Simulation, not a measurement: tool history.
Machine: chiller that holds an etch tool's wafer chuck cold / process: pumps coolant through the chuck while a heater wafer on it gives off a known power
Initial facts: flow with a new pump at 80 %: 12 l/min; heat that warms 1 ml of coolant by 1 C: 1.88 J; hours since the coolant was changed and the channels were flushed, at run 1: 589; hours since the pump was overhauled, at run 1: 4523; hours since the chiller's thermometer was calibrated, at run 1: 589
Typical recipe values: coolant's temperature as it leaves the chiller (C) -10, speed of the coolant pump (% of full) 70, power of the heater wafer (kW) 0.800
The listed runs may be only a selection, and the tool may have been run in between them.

| run | hour | coolant's temperature as it leaves the chiller (C) | speed of the coolant pump (% of full) | power of the heater wafer (kW) | hours since the coolant was changed and the channels were flushed | hours since the pump was overhauled | hours since the chiller's thermometer was calibrated | chuck's temperature once it has settled (C) | how much warmer the coolant comes back (C) |
|---|---|---|---|---|---|---|---|---|---|
| 1 | 0.0 | -10 | 70 | 0.800 | 589 | 4523 | 589 | 0.8 | 2.44 |
| 2 | 156.7 | -10 | 70 | 0.800 | 746 | 4680 | 746 | 0.8 | 2.41 |
| 3 | 314.5 | -10 | 70 | 0.800 | 903 | 4838 | 903 | 0.9 | 2.34 |
| 4 | 491.1 | -10 | 70 | 0.800 | 1080 | 5015 | 1080 | 0.8 | 2.35 |
| 5 | 631.3 | -10 | 70 | 0.800 | 1220 | 5155 | 1220 | 0.9 | 2.28 |
| 6 | 753.5 | -10 | 70 | 0.800 | 1342 | 5277 | 1342 | 0.6 | 2.25 |
| 7 | 877.3 | -10 | 70 | 0.800 | 1466 | 5401 | 1466 | 0.9 | 2.22 |
| 8 | 1054.2 | -15 | 70 | 0.800 | 1643 | 5578 | 1643 | -4.2 | 2.24 |
| 9 | 1150.0 | -15 | 70 | 0.800 | 1739 | 5673 | 1739 | -4.1 | 2.16 |
| 10 | 1252.8 | -14 | 70 | 0.800 | 1842 | 5776 | 1842 | -3.1 | 2.13 |
| 11 | 1377.7 | -10 | 65 | 0.626 | 1967 | 5901 | 1967 | -1.2 | 1.73 |
| 12 | 1457.7 | -10 | 65 | 0.626 | 2047 | 5981 | 2047 | -1.0 | 1.73 |
| 13 | 1629.5 | -10 | 70 | 1.025 | 2218 | 6153 | 2218 | 3.8 | 2.78 |
| 14 | 1765.6 | -17 | 70 | 0.597 | 2355 | 6289 | 2355 | -9.0 | 1.44 |
| 15 | 1871.3 | -14 | 70 | 0.800 | 2460 | 6395 | 2460 | -3.3 | 2.02 |
|  | 1920.8 | gauge calibrated |
| 16 | 1982.8 | -17 | 74 | 0.577 | 2572 | 6506 | 2572 | -9.4 | 1.65 |
| 17 | 2162.0 | -17 | 74 | 0.577 | 2751 | 6685 | 2751 | -9.5 | 1.63 |

Branching from run 17: 3 alternative next runs. What would each branch give?
| A | 2288.7 | -17 | 74 | 1.125 | 2878 | 6812 | 2878 | ? | ? |
| B | 2288.7 | -11 | 74 | 0.847 | 2878 | 6812 | 2878 | ? | ? |
| C | 2288.7 | -4 | 64 | 0.800 | 2878 | 6812 | 2878 | ? | ? |

| run | chuck's temperature once it has settled (C) | how much warmer the coolant comes back (C) |
|---|---|---|
| A | -2.4 | 3.16 |
| B | 0.2 | 2.37 |
| C | 7.6 | 2.60 |
The same runs, with their run-to-run variation unchanged, on a tool lacking any hidden condition would have given:
| run | chuck's temperature once it has settled (C) | how much warmer the coolant comes back (C) |
|---|---|---|
| A | -2.5 | 3.24 |
| B | 0.1 | 2.45 |
| C | 7.5 | 2.68 |
